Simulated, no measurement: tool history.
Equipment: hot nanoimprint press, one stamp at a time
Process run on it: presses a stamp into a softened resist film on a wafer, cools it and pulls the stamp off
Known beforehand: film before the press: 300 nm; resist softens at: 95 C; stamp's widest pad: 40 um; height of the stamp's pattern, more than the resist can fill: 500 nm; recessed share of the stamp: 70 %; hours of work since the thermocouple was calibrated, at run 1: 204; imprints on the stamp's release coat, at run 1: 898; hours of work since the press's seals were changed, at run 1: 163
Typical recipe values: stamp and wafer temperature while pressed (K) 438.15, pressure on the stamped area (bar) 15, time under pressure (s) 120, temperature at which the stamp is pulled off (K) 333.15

| run | hour | stamp and wafer temperature while pressed (K) | pressure on the stamped area (bar) | time under pressure (s) | temperature at which the stamp is pulled off (K) | hours of work since the thermocouple was calibrated | imprints on the stamp's release coat | hours of work since the press's seals were changed | resist left under the stamp's widest pad (Å) | greatest force while the stamp is pulled off (N) |
|---|---|---|---|---|---|---|---|---|---|---|
| 1 | 0 | 438.15 | 15 | 120 | 333.15 | 204 | 898 | 163 | 1591 | 168 |
| 2 | 18.8 | 438.15 | 15 | 225 | 333.15 | 215 | 960 | 174 | 1291 | 167 |
| 3 | 38.8 | 438.15 | 9.1 | 225 | 333.15 | 227 | 1026 | 186 | 1667 | 172 |
| 4 | 75.2 | 438.15 | 15 | 120 | 320.15 | 249 | 1146 | 208 | 1610 | 203 |
|  | 122.1 | stamp cleaned and given a new release coat |
| 5 | 122.1 | 438.15 | 18.1 | 120 | 320.15 | 273 | 0 | 232 | 1447 | 189 |
|  | 163.1 | plate thermocouple calibrated |
| 6 | 167.4 | 438.15 | 18.1 | 120 | 320.15 | 3 | 139 | 257 | 1400 | 179 |
| 7 | 198.6 | 438.15 | 15 | 120 | 331.15 | 21 | 242 | 276 | 1562 | 164 |
| 8 | 225.8 | 438.15 | 15 | 120 | 331.15 | 37 | 332 | 292 | 1551 | 165 |
| 9 | 268.4 | 438.15 | 15 | 120 | 333.15 | 63 | 473 | 318 | 1572 | 160 |
| 10 | 300.8 | 438.15 | 15 | 120 | 333.15 | 82 | 580 | 337 | 1580 | 165 |
| 11 | 338 | 438.15 | 15 | 120 | 333.15 | 104 | 702 | 359 | 1567 | 168 |
| 12 | 371.9 | 438.15 | 15 | 120 | 333.15 | 125 | 814 | 379 | 1582 | 171 |
| 13 | 405.7 | 438.15 | 15 | 120 | 333.15 | 145 | 925 | 400 | 1586 | 169 |
| 14 | 435.4 | 438.15 | 15 | 120 | 333.15 | 163 | 1024 | 417 | 1589 | 172 |
| 15 | 476.3 | 438.15 | 15 | 120 | 333.15 | 187 | 1159 | 442 | 1608 | 174 |
| 16 | 510.7 | 438.15 | 15 | 120 | 319.15 | 208 | 1272 | 462 | 1610 | 207 |
|  | 520.6 | stamp cleaned and given a new release coat |
| 17 | 534.8 | 438.15 | 15 | 120 | 319.15 | 219 | 47 | 473 | 1617 | 189 |
| 18 | 553.4 | 438.15 | 15 | 120 | 319.15 | 230 | 108 | 484 | 1607 | 188 |
| 19 | 572.5 | 433.15 | 15 | 120 | 319.15 | 241 | 171 | 496 | 1973 | 186 |
| 20 | 606.7 | 433.15 | 15 | 112 | 319.15 | 261 | 284 | 516 | 2018 | 195 |
| 21 | 650.5 | 444.15 | 15 | 120 | 335.15 | 288 | 429 | 542 | 1241 | 160 |
|  | 667.5 | plate thermocouple calibrated |
| 22 | 685 | 438.15 | 16 | 100 | 333.15 | 10 | 532 | 561 | 1587 | 163 |
| 23 | 712.4 | 438.15 | 16 | 100 | 333.15 | 27 | 623 | 578 | 1590 | 163 |
| 24 | 737.6 | 431.15 | 16 | 230 | 333.15 | 42 | 706 | 593 | 1672 | 168 |
| 25 | 768 | 431.15 | 16 | 230 | 333.15 | 60 | 806 | 611 | 1689 | 167 |
| 26 | 799.9 | 431.15 | 16 | 230 | 333.15 | 79 | 911 | 630 | 1701 | 169 |
| 27 | 840.5 | 431.15 | 16 | 230 | 333.15 | 103 | 1045 | 654 | 1680 | 173 |
| 28 | 861.5 | 431.15 | 16 | 230 | 333.15 | 116 | 1115 | 667 | 1700 | 171 |
| 29 | 889.5 | 438.15 | 15 | 83 | 333.15 | 133 | 1207 | 683 | 1773 | 171 |
|  | 919.2 | stamp cleaned and given a new release coat |
| 30 | 933 | 438.15 | 16.8 | 155 | 333.15 | 155 | 46 | 706 | 1375 | 160 |

For some of the steps in resist left under the stamp's widest pad (Å) from one run to the next: how much would appear even if the tool had no hidden state, given the settings, what came in and random variation, and how much remains for the hidden state plus any gauge scatter that the measured result and the result without hidden state don't share?
Unlogged tool condition in this case: true temperature over the reading, C; pressure that arrives at the usual setting, %; grip of the stamp's worn release coat, % over a new coat's; drift of the gauge itself on residual_nm, %; drift of the gauge itself on pull_off_n, %.
Run 2 -> 3: pressure on the stamped area (bar) 15 -> 9.1. resist left under the stamp's widest pad (Å) +376: hidden state +10, all else +366.
Run 5 -> 6: plate thermocouple calibrated. resist left under the stamp's widest pad (Å) -47: hidden state -63, all else +16.
Run 20 -> 21: stamp and wafer temperature while pressed (K) 433.15 -> 444.15, time under pressure (s) 112 -> 120, temperature at which the stamp is pulled off (K) 319.15 -> 335.15. resist left under the stamp's widest pad (Å) -777: hidden state -19, all else -758.
Run 21 -> 22: stamp and wafer temperature while pressed (K) 444.15 -> 438.15, pressure on the stamped area (bar) 15 -> 16, time under pressure (s) 120 -> 100, temperature at which the stamp is pulled off (K) 335.15 -> 333.15, plate thermocouple calibrated. resist left under the stamp's widest pad (Å) +346: hidden state -67, all else +413.
Run 29 -> 30: pressure on the stamped area (bar) 15 -> 16.8, time under pressure (s) 83 -> 155, stamp cleaned and given a new release coat. resist left under the stamp's widest pad (Å) -398: hidden state +3, all else -401.
